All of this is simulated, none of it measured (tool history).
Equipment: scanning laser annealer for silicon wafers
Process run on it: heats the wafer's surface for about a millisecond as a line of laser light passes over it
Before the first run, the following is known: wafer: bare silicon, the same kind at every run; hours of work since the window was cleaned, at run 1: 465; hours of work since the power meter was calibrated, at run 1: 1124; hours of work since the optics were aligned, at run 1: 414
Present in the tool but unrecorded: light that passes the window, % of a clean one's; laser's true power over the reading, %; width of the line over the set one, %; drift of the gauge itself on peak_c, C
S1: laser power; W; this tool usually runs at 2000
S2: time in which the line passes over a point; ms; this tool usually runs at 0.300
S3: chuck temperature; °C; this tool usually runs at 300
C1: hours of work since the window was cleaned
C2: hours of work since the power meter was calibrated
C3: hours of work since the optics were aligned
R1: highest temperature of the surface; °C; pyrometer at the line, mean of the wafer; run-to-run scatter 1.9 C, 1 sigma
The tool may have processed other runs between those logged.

| run | hour | S1 | S2 | S3 | C1 | C2 | C3 | R1 |
|---|---|---|---|---|---|---|---|---|
| 1 | 0.0 | 2000 | 0.300 | 300 | 465 | 1124 | 414 | 1076 |
| 2 | 64.0 | 2000 | 0.300 | 300 | 494 | 1153 | 442 | 1075 |
| 3 | 135.0 | 2000 | 0.300 | 278 | 525 | 1184 | 473 | 1052 |
| 4 | 184.5 | 2000 | 0.300 | 318 | 547 | 1206 | 495 | 1090 |
| 5 | 225.6 | 2000 | 0.300 | 318 | 565 | 1224 | 513 | 1088 |
|  | 246.5 | window over the wafer cleaned |
| 6 | 277.8 | 2000 | 0.300 | 318 | 14 | 1246 | 535 | 1109 |
| 7 | 317.5 | 1967 | 0.300 | 300 | 31 | 1263 | 553 | 1075 |
| 8 | 378.4 | 2132 | 0.300 | 300 | 58 | 1290 | 580 | 1149 |
| 9 | 420.3 | 2132 | 0.300 | 300 | 77 | 1309 | 598 | 1148 |
| 10 | 503.5 | 2132 | 0.300 | 300 | 113 | 1345 | 635 | 1142 |
| 11 | 586.6 | 2132 | 0.300 | 300 | 150 | 1382 | 671 | 1145 |
| 12 | 632.9 | 2000 | 0.300 | 278 | 170 | 1402 | 692 | 1061 |
| 13 | 702.4 | 2000 | 0.300 | 278 | 201 | 1433 | 722 | 1057 |
| 14 | 768.5 | 2000 | 0.300 | 278 | 230 | 1462 | 751 | 1057 |
| 15 | 841.6 | 2065 | 0.220 | 300 | 262 | 1494 | 784 | 993 |
| 16 | 921.4 | 2065 | 0.220 | 319 | 297 | 1529 | 819 | 1009 |
| 17 | 966.4 | 2000 | 0.252 | 300 | 317 | 1549 | 839 | 1011 |
| 18 | 1016.6 | 1771 | 0.299 | 316 | 339 | 1571 | 861 | 985 |
| 19 | 1094.0 | 1771 | 0.299 | 316 | 373 | 1605 | 895 | 984 |
| 20 | 1166.6 | 1771 | 0.220 | 304 | 405 | 1637 | 927 | 878 |
| 21 | 1207.6 | 2000 | 0.261 | 276 | 423 | 1655 | 945 | 997 |
| 22 | 1274.4 | 2000 | 0.230 | 312 | 453 | 1685 | 974 | 988 |
| 23 | 1340.1 | 2000 | 0.363 | 303 | 482 | 1714 | 1003 | 1145 |
| 24 | 1394.6 | 2000 | 0.217 | 262 | 506 | 1738 | 1027 | 917 |
| 25 | 1450.9 | 2000 | 0.217 | 262 | 530 | 1763 | 1052 | 914 |

Consider 4 possible next runs. They are alternatives, not a sequence: every one starts from the tool as it was left by run 25. What does each give?
|  | 1469.9 | optics aligned, line set to its width |
| A | 1524.6 | 1894 | 0.290 | 262 | 561 | 1793 | 24 | ? |
|  | 1469.9 | optics aligned, line set to its width |
| B | 1524.6 | 1929 | 0.218 | 326 | 561 | 1793 | 24 | ? |
|  | 1469.9 | optics aligned, line set to its width |
| C | 1524.6 | 1793 | 0.303 | 311 | 561 | 1793 | 24 | ? |
|  | 1469.9 | optics aligned, line set to its width |
| D | 1524.6 | 2000 | 0.224 | 285 | 561 | 1793 | 24 | ? |

| run | R1 |
|---|---|
| A | 985 |
| B | 969 |
| C | 1000 |
| D | 962 |
Without the tool's hidden state the same runs would have given:
| run | R1 |
|---|---|
| A | 1007 |
| B | 988 |
| C | 1021 |
| D | 983 |

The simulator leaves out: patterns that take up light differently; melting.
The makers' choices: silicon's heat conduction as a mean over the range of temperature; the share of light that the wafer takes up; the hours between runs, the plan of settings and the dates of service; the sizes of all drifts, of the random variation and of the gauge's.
